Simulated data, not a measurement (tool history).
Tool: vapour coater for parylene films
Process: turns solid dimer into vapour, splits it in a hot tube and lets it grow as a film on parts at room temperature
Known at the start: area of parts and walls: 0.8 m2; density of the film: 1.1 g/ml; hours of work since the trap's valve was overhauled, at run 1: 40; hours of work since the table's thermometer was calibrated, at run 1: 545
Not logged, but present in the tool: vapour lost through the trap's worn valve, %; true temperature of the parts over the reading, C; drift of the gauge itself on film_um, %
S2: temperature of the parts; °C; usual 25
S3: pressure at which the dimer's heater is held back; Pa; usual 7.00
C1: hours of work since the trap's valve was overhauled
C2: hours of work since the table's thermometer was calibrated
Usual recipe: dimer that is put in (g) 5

Run 1, hour 0.0: usual settings; C1 40; C2 545. Result: thickness of the film (µm) 3.07.
Run 2, hour 26.5: usual settings but S2 19 °C; C1 58; C2 563. Result: thickness of the film (µm) 4.10.
Run 3, hour 66.1: usual settings but S2 19 °C; C1 85; C2 590. Result: thickness of the film (µm) 4.09.
Run 4, hour 115.2: usual settings but S2 19 °C; C1 118; C2 624. Result: thickness of the film (µm) 4.03.
Run 5, hour 151.1: usual settings but S3 8.84 Pa; C1 143; C2 648. Result: thickness of the film (µm) 2.85.
Run 6, hour 191.6: usual settings; C1 170; C2 675. Result: thickness of the film (µm) 2.93.
Run 7, hour 238.1: usual settings; C1 202; C2 707. Result: thickness of the film (µm) 2.87.
Run 8, hour 288.5: usual settings; C1 236; C2 741. Result: thickness of the film (µm) 2.89.
Run 9, hour 338.1: usual settings; C1 270; C2 775. Result: thickness of the film (µm) 2.89.
Run 10, hour 372.3: usual settings; C1 293; C2 798. Result: thickness of the film (µm) 2.84.
Run 11, hour 418.7: usual settings but S3 2.55 Pa; C1 324; C2 829. Result: thickness of the film (µm) 3.56.
Run 12, hour 444.9: usual settings but S3 5.38 Pa; C1 342; C2 847. Result: thickness of the film (µm) 2.91.
Run 13, hour 489.5: usual settings but S3 3.60 Pa; C1 372; C2 877. Result: thickness of the film (µm) 3.19.
Run 14, hour 520.3: usual settings but S3 3.60 Pa; C1 393; C2 898. Result: thickness of the film (µm) 3.19.
Run 15, hour 563.6: usual settings but S2 22 °C; C1 423; C2 928. Result: thickness of the film (µm) 3.05.
At hour 570.0: trap's valve overhauled.
Run 16, hour 618.4: usual settings but S2 22 °C; C1 33; C2 962. Result: thickness of the film (µm) 3.07.
Run 17, hour 652.3: usual settings but S2 28 °C; C1 56; C2 985. Result: thickness of the film (µm) 2.27.
At hour 687.8: trap's valve overhauled, once more.
Run 18, hour 687.8: usual settings but S2 28 °C; C1 0; C2 1007. Result: thickness of the film (µm) 2.67.
Run 19, hour 710.9: usual settings but S2 28 °C; C1 16; C2 1022. Result: thickness of the film (µm) 2.68.
Run 20, hour 747.4: usual settings but S2 27 °C, S3 2.60 Pa; C1 40; C2 1047. Result: thickness of the film (µm) 3.47.
Run 21, hour 775.9: usual settings but S2 27 °C, S3 2.60 Pa; C1 60; C2 1066. Result: thickness of the film (µm) 3.47.
Run 22, hour 797.8: usual settings but S2 27 °C, S3 2.60 Pa; C1 75; C2 1081. Result: thickness of the film (µm) 3.45.
Run 23, hour 849.7: usual settings but S2 27 °C, S3 2.60 Pa; C1 110; C2 1116. Result: thickness of the film (µm) 3.43.
Run 24, hour 884.2: usual settings but dimer that is put in (g) 4, S2 27 °C, S3 2.60 Pa; C1 133; C2 1140. Result: thickness of the film (µm) 2.65.
Run 25, hour 924.7: usual settings but dimer that is put in (g) 4, S2 27 °C, S3 2.60 Pa; C1 161; C2 1167. Result: thickness of the film (µm) 2.67.

Run 26 is up next; what results do you expect?
Run 26, hour 963.9: usual settings but dimer that is put in (g) 3, S2 26 °C, S3 9.33 Pa; C1 187; C2 1194. Result: thickness of the film (µm) ?.

Run 26 came out at thickness of the film (µm) 1.56.
With the hidden condition absent and the run-to-run variation left alone, this run would have shown thickness of the film (µm) 1.71.
